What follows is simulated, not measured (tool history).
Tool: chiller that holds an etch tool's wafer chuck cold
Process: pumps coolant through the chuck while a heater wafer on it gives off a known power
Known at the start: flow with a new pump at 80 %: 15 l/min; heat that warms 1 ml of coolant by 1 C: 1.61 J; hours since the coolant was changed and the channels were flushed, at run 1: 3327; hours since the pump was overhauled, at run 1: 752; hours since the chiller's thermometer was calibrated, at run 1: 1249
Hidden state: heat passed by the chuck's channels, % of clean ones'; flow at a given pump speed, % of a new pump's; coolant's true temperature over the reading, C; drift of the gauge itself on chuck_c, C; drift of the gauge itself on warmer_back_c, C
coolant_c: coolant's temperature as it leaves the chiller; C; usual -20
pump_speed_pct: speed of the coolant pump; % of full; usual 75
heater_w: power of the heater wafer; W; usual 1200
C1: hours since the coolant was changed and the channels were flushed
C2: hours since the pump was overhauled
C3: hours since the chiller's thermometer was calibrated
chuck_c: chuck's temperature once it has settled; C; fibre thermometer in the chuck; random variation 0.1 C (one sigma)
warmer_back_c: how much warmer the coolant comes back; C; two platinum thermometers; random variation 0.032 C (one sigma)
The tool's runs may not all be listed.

run 1 day=0.000 | coolant_c=-20 pump_speed_pct=75 heater_w=1200 | C1=3327 C2=752 C3=1249 | chuck_c=-8.8 warmer_back_c=3.23
run 2 day=0.558 | coolant_c=-20 pump_speed_pct=75 heater_w=702 | C1=3341 C2=765 C3=1262 | chuck_c=-13.4 warmer_back_c=1.84
run 3 day=1.812 | coolant_c=-20 pump_speed_pct=75 heater_w=1106 | C1=3371 C2=795 C3=1292 | chuck_c=-9.9 warmer_back_c=2.97
run 4 day=2.679 | coolant_c=-20 pump_speed_pct=75 heater_w=1106 | C1=3392 C2=816 C3=1313 | chuck_c=-9.6 warmer_back_c=3.01
run 5 day=3.788 | coolant_c=-30 pump_speed_pct=75 heater_w=1200 | C1=3418 C2=843 C3=1339 | chuck_c=-18.8 warmer_back_c=3.27
run 6 day=4.825 | coolant_c=-30 pump_speed_pct=72 heater_w=1200 | C1=3443 C2=867 C3=1364 | chuck_c=-18.5 warmer_back_c=3.48
run 7 day=5.667 | coolant_c=-30 pump_speed_pct=72 heater_w=1200 | C1=3463 C2=888 C3=1385 | chuck_c=-18.5 warmer_back_c=3.42
run 8 day=6.625 | coolant_c=-30 pump_speed_pct=72 heater_w=1200 | C1=3487 C2=911 C3=1408 | chuck_c=-18.7 warmer_back_c=3.46
run 9 day=7.733 | coolant_c=-17 pump_speed_pct=79 heater_w=1732 | C1=3513 C2=937 C3=1434 | chuck_c=-1.5 warmer_back_c=4.49

The next listed run, before its measurement:
run 10 day=8.588 | coolant_c=-21 pump_speed_pct=98 heater_w=626 | C1=3534 C2=958 C3=1455 | chuck_c=? warmer_back_c=?

Run 10 gave chuck_c -16.4 C, warmer_back_c 1.40 C.
Without the tool's hidden state the same run would have given chuck_c -16.4 C, warmer_back_c 1.27 C.
